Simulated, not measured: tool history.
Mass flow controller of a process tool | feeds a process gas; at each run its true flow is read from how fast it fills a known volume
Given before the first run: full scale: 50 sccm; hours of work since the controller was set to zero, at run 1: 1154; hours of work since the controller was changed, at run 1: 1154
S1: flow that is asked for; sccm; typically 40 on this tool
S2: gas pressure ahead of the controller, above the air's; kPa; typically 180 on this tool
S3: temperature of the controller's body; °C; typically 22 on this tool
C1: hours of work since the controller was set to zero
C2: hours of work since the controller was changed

Run 1, hour 0.0: usual settings; C1 1154; C2 1154. Result: true flow (%) 99.14.
Run 2, hour 109.4: usual settings; C1 1227; C2 1227. Result: true flow (%) 99.10.
Run 3, hour 247.3: usual settings but S2 230 kPa; C1 1319; C2 1319. Result: true flow (%) 99.18.
Run 4, hour 340.4: usual settings; C1 1381; C2 1381. Result: true flow (%) 98.93.
Run 5, hour 517.6: usual settings; C1 1498; C2 1498. Result: true flow (%) 99.09.
Run 6, hour 720.9: usual settings; C1 1634; C2 1634. Result: true flow (%) 99.11.
Run 7, hour 805.5: usual settings but S1 14 sccm; C1 1690; C2 1690. Result: true flow (%) 97.73.
Run 8, hour 964.4: usual settings but S2 269 kPa; C1 1796; C2 1796. Result: true flow (%) 99.25.
Run 9, hour 1070.4: usual settings but S2 269 kPa; C1 1866; C2 1866. Result: true flow (%) 99.21.
Run 10, hour 1269.8: usual settings; C1 1999; C2 1999. Result: true flow (%) 98.98.
Run 11, hour 1442.4: usual settings; C1 2114; C2 2114. Result: true flow (%) 98.85.
Run 12, hour 1620.8: usual settings; C1 2233; C2 2233. Result: true flow (%) 98.87.
Run 13, hour 1708.2: usual settings but S3 32 °C; C1 2291; C2 2291. Result: true flow (%) 99.19.
Run 14, hour 1893.2: usual settings but S1 9 sccm, S3 32 °C; C1 2414; C2 2414. Result: true flow (%) 97.82.
Run 15, hour 2057.2: usual settings but S1 9 sccm, S3 32 °C; C1 2523; C2 2523. Result: true flow (%) 97.79.
Run 16, hour 2234.4: usual settings but S1 9 sccm, S3 32 °C; C1 2641; C2 2641. Result: true flow (%) 97.93.
Run 17, hour 2360.3: usual settings but S1 9 sccm, S3 32 °C; C1 2725; C2 2725. Result: true flow (%) 97.99.
Run 18, hour 2554.5: usual settings but S1 9 sccm, S3 32 °C; C1 2854; C2 2854. Result: true flow (%) 97.89.
Run 19, hour 2726.7: usual settings; C1 2969; C2 2969. Result: true flow (%) 98.82.
At hour 2740.7: controller's zero set anew.
Run 20, hour 2815.7: usual settings; C1 50; C2 3028. Result: true flow (%) 98.73.
Run 21, hour 2986.2: usual settings but S2 148 kPa; C1 163; C2 3141. Result: true flow (%) 98.71.
Run 22, hour 3113.7: usual settings but S2 148 kPa; C1 248; C2 3226. Result: true flow (%) 98.71.
Run 23, hour 3204.9: usual settings but S2 148 kPa; C1 309; C2 3287. Result: true flow (%) 98.60.
Run 24, hour 3405.7: usual settings but S2 148 kPa; C1 443; C2 3420. Result: true flow (%) 98.61.
Run 25, hour 3521.6: usual settings but S1 16 sccm, S2 231 kPa, S3 29 °C; C1 520; C2 3497. Result: true flow (%) 97.89.
Run 26, hour 3717.0: usual settings but S1 16 sccm, S2 231 kPa, S3 29 °C; C1 650; C2 3627. Result: true flow (%) 97.97.
Run 27, hour 3815.2: usual settings but S1 6 sccm, S2 215 kPa, S3 32 °C; C1 715; C2 3693. Result: true flow (%) 98.69.
At hour 3897.7: controller's zero set anew, once more.
Run 28, hour 3934.3: usual settings but S1 9 sccm, S2 225 kPa, S3 32 °C; C1 24; C2 3772. Result: true flow (%) 96.89.
Run 29, hour 4054.5: usual settings but S1 17 sccm; C1 104; C2 3852. Result: true flow (%) 96.87.
Run 30, hour 4251.4: usual settings but S1 28 sccm, S2 226 kPa, S3 26 °C; C1 235; C2 3983. Result: true flow (%) 97.64.
Run 31, hour 4427.7: usual settings but S1 36 sccm, S2 196 kPa, S3 26 °C; C1 353; C2 4100. Result: true flow (%) 98.08.
Run 32, hour 4624.7: usual settings but S1 11 sccm, S2 235 kPa, S3 20 °C; C1 484; C2 4231. Result: true flow (%) 96.63.
Run 33, hour 4754.2: usual settings but S1 11 sccm, S2 235 kPa, S3 20 °C; C1 570; C2 4317. Result: true flow (%) 96.68.
Run 34, hour 4945.9: usual settings but S1 15 sccm, S2 198 kPa, S3 24 °C; C1 698; C2 4445. Result: true flow (%) 96.81.
Run 35, hour 5086.6: usual settings but S1 15 sccm, S2 198 kPa, S3 24 °C; C1 791; C2 4539. Result: true flow (%) 96.80.
Run 36, hour 5175.5: usual settings but S1 5 sccm, S2 273 kPa, S3 23 °C; C1 850; C2 4598. Result: true flow (%) 96.74.
Run 37, hour 5364.6: usual settings but S1 5 sccm, S2 273 kPa, S3 23 °C; C1 976; C2 4724. Result: true flow (%) 96.77.
Run 38, hour 5515.2: usual settings but S1 32 sccm, S3 25 °C; C1 1076; C2 4824. Result: true flow (%) 97.77.
Run 39, hour 5702.4: usual settings but S1 32 sccm, S3 25 °C; C1 1201; C2 4948. Result: true flow (%) 97.80.
Run 40, hour 5866.0: usual settings but S1 32 sccm, S3 21 °C; C1 1310; C2 5057. Result: true flow (%) 97.54.
Run 41, hour 6066.8: usual settings but S1 33 sccm, S2 149 kPa, S3 26 °C; C1 1444; C2 5191. Result: true flow (%) 97.54.
Run 42, hour 6177.1: usual settings but S1 6 sccm, S2 149 kPa, S3 33 °C; C1 1517; C2 5264. Result: true flow (%) 96.65.
Run 43, hour 6311.1: usual settings but S1 6 sccm, S2 277 kPa, S3 26 °C; C1 1606; C2 5353. Result: true flow (%) 96.87.
Run 44, hour 6496.7: usual settings but S1 10 sccm, S2 216 kPa; C1 1730; C2 5477. Result: true flow (%) 96.41.

For some of the steps in true flow (%) from one run to the next: how much would appear even if the tool had no hidden state, given the settings, what came in and random variation, and how much remains for the hidden state plus any gauge scatter that the measured result and the result without hidden state don't share?
Hidden state present: flow at rest that the sensor doesn't see, % of full scale; true flow over the shown one, %; drift of the gauge itself on true_pct, %.
Run 7 -> 8: S1 14 -> 40, S2 180 -> 269. true flow (%) +1.52: hidden state -0.30, all else +1.82.
Run 18 -> 19: S1 9 -> 40, S3 32 -> 22. true flow (%) +0.93: hidden state -0.83, all else +1.76.
Run 26 -> 27: S1 16 -> 6, S2 231 -> 215, S3 29 -> 32. true flow (%) +0.72: hidden state +1.41, all else -0.69.
Run 27 -> 28: S1 6 -> 9, S2 215 -> 225, controller's zero set anew, once more. true flow (%) -1.80: hidden state -2.16, all else +0.36.
Run 31 -> 32: S1 36 -> 11, S2 196 -> 235, S3 26 -> 20. true flow (%) -1.45: hidden state +0.12, all else -1.57.
